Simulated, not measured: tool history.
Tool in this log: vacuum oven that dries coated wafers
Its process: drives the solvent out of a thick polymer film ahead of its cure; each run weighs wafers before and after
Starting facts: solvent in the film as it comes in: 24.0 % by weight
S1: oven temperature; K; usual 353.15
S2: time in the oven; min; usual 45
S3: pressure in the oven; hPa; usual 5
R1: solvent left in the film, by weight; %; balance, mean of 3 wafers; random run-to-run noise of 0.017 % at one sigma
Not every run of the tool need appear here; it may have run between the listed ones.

| run | hour | S1 | S2 | S3 | R1 |
|---|---|---|---|---|---|
| 1 | 0 | 353.15 | 45 | 5 | 1.24 |
| 2 | 15.6 | 353.15 | 43 | 5 | 1.4 |
| 3 | 32.9 | 353.15 | 43 | 5 | 1.42 |
| 4 | 56.6 | 353.15 | 43 | 5 | 1.41 |
| 5 | 74.1 | 353.15 | 45 | 13.35 | 1.74 |
| 6 | 100.8 | 353.15 | 45 | 13.35 | 1.74 |
| 7 | 115.5 | 353.15 | 45 | 13.35 | 1.77 |
| 8 | 138.9 | 353.15 | 45 | 5 | 1.26 |
| 9 | 154.8 | 353.15 | 45 | 5 | 1.27 |
| 10 | 175.7 | 353.15 | 45 | 5 | 1.27 |
| 11 | 202.9 | 353.15 | 45 | 5 | 1.26 |
| 12 | 221 | 353.15 | 45 | 13.39 | 1.76 |
| 13 | 234.7 | 353.15 | 54 | 5 | 0.82 |
| 14 | 256.3 | 353.15 | 54 | 5 | 0.84 |
| 15 | 270.2 | 353.15 | 54 | 5 | 0.86 |
| 16 | 287.7 | 339.15 | 54 | 5 | 4.58 |
| 17 | 300.7 | 339.15 | 54 | 5 | 4.61 |
| 18 | 325.9 | 339.15 | 54 | 5 | 4.57 |
| 19 | 353 | 339.15 | 54 | 5 | 4.62 |
| 20 | 368.4 | 339.15 | 54 | 5 | 4.61 |
| 21 | 395.4 | 339.15 | 54 | 5 | 4.58 |
| 22 | 408.7 | 353.15 | 45 | 11.85 | 1.68 |
| 23 | 436 | 353.15 | 36 | 5 | 2.07 |
| 24 | 462.4 | 353.15 | 36 | 5 | 2.05 |
| 25 | 476.5 | 357.15 | 66 | 5 | 0.34 |
| 26 | 489.4 | 355.15 | 72 | 12.34 | 0.82 |
| 27 | 516.5 | 346.15 | 72 | 12.34 | 1.8 |
| 28 | 537.9 | 341.15 | 23 | 12.34 | 10.03 |
| 29 | 551.8 | 363.15 | 49 | 4.5 | 0.25 |
| 30 | 579.2 | 339.15 | 28 | 6.84 | 9.18 |
| 31 | 598.9 | 362.15 | 64 | 5.55 | 0.25 |
| 32 | 612.8 | 362.15 | 64 | 5.55 | 0.3 |
| 33 | 640.2 | 343.15 | 24 | 11.36 | 8.8 |
| 34 | 665.5 | 343.15 | 24 | 11.36 | 8.72 |
| 35 | 678.7 | 353.15 | 24 | 8.51 | 4.38 |
| 36 | 690.3 | 353.15 | 24 | 8.51 | 4.4 |
| 37 | 715.7 | 348.15 | 24 | 2.84 | 6.05 |
| 38 | 740.1 | 343.15 | 24 | 2.84 | 8.24 |
| 39 | 767.2 | 353.15 | 24 | 2.73 | 4.1 |
| 40 | 791.9 | 354.15 | 75 | 7.64 | 0.54 |
| 41 | 819.7 | 366.15 | 39 | 6.01 | 0.31 |
| 42 | 836.6 | 366.15 | 39 | 6.01 | 0.3 |
| 43 | 859.5 | 366.15 | 39 | 6.01 | 0.3 |
| 44 | 878.3 | 353.15 | 78 | 7.89 | 0.62 |
| 45 | 891.2 | 366.15 | 26 | 5 | 0.71 |

Not shown here: 1 entry made in the log between runs. Locate each between two listed runs and compare the hidden state at the listed run before it with the hidden state at the listed run after it:
After run 39, before run 40: vacuum gauge cleaned of residue and calibrated (hour 785.5)
  true pressure over the reading, kPa: 0.008 -> 0
